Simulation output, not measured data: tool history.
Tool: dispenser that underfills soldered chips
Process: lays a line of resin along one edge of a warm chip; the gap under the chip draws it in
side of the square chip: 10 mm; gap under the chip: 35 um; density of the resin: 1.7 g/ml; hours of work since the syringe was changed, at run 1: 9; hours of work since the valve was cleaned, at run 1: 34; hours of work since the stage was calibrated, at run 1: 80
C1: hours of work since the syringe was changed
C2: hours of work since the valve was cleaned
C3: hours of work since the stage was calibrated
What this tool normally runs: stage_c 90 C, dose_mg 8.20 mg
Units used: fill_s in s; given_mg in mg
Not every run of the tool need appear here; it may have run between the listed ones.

Run 1, hour 0.0: usual settings; C1 9; C2 34; C3 80. Result: fill_s 254.4 s, given_mg 8.04 mg.
At hour 1.7: new syringe of resin.
Run 2, hour 7.4: usual settings but stage_c 88 C; C1 4; C2 39; C3 85. Result: fill_s 209.9 s, given_mg 8.03 mg.
Run 3, hour 12.3: usual settings but stage_c 88 C, dose_mg 7.61 mg; C1 7; C2 42; C3 88. Result: fill_s 260.3 s, given_mg 7.43 mg.
At hour 15.4: dispensing valve cleaned and set on the balance.
At hour 17.2: new syringe of resin.
Run 4, hour 21.6: usual settings but stage_c 88 C, dose_mg 7.61 mg; C1 3; C2 4; C3 94. Result: fill_s 203.8 s, given_mg 7.59 mg.
Run 5, hour 29.5: usual settings but stage_c 88 C, dose_mg 7.61 mg; C1 9; C2 10; C3 100. Result: fill_s 280.6 s, given_mg 7.56 mg.
At hour 32.2: new syringe of resin.
Run 6, hour 35.3: usual settings but dose_mg 9.80 mg; C1 2; C2 14; C3 103. Result: fill_s 170.2 s, given_mg 9.73 mg.
Run 7, hour 44.4: usual settings but dose_mg 9.37 mg; C1 9; C2 20; C3 110. Result: fill_s 244.6 s, given_mg 9.23 mg.
At hour 47.0: new syringe of resin.
Run 8, hour 52.9: usual settings but dose_mg 9.37 mg; C1 4; C2 26; C3 116. Result: fill_s 197.4 s, given_mg 9.23 mg.
Run 9, hour 58.6: usual settings but stage_c 82 C; C1 8; C2 30; C3 120. Result: fill_s 328.0 s, given_mg 8.02 mg.
At hour 62.1: new syringe of resin.
Run 10, hour 65.0: usual settings but stage_c 82 C; C1 2; C2 34; C3 124. Result: fill_s 237.1 s, given_mg 8.03 mg.
Run 11, hour 70.3: usual settings; C1 6; C2 38; C3 128. Result: fill_s 220.8 s, given_mg 7.99 mg.
Run 12, hour 74.9: usual settings but stage_c 88 C; C1 9; C2 41; C3 131. Result: fill_s 277.1 s, given_mg 7.99 mg.
At hour 77.2: new syringe of resin.
At hour 79.9: dispensing valve cleaned and set on the balance.
Run 13, hour 80.2: usual settings but stage_c 88 C; C1 1; C2 0; C3 134. Result: fill_s 184.3 s, given_mg 8.21 mg.
Run 14, hour 85.6: usual settings but stage_c 104 C, dose_mg 9.81 mg; C1 5; C2 4; C3 137. Result: fill_s 128.0 s, given_mg 9.76 mg.
At hour 92.8: new syringe of resin.
Run 15, hour 95.1: usual settings but dose_mg 7.27 mg; C1 2; C2 10; C3 144. Result: fill_s 177.2 s, given_mg 7.20 mg.
Run 16, hour 102.2: usual settings but stage_c 98 C; C1 7; C2 15; C3 149. Result: fill_s 174.6 s, given_mg 8.11 mg.
At hour 107.5: new syringe of resin.
Run 17, hour 110.9: usual settings but stage_c 78 C, dose_mg 9.22 mg; C1 2; C2 21; C3 155. Result: fill_s 264.4 s, given_mg 9.09 mg.
Run 18, hour 116.6: usual settings but stage_c 95 C, dose_mg 9.11 mg; C1 6; C2 25; C3 159. Result: fill_s 183.3 s, given_mg 8.93 mg.
At hour 122.0: new syringe of resin.
Run 19, hour 122.2: usual settings but stage_c 95 C, dose_mg 9.11 mg; C1 0; C2 29; C3 163. Result: fill_s 130.9 s, given_mg 8.93 mg.
Run 20, hour 129.5: usual settings but stage_c 95 C, dose_mg 9.11 mg; C1 5; C2 34; C3 168. Result: fill_s 169.9 s, given_mg 8.95 mg.
At hour 136.9: new syringe of resin.
Run 21, hour 137.1: usual settings but stage_c 100 C, dose_mg 7.02 mg; C1 0; C2 39; C3 173. Result: fill_s 119.7 s, given_mg 6.86 mg.

Estimate the outcome of run 22 from the log above:
At hour 143.9: dispensing valve cleaned and set on the balance.
Run 22, hour 144.1: usual settings but stage_c 100 C, dose_mg 7.02 mg; C1 4; C2 0; C3 177. Result: fill_s ?, given_mg ?.

Run 22 measured fill_s 149.4 s, given_mg 7.01 mg.
With no hidden state in the tool, this same run would have given fill_s 121.8 s, given_mg 7.03 mg.
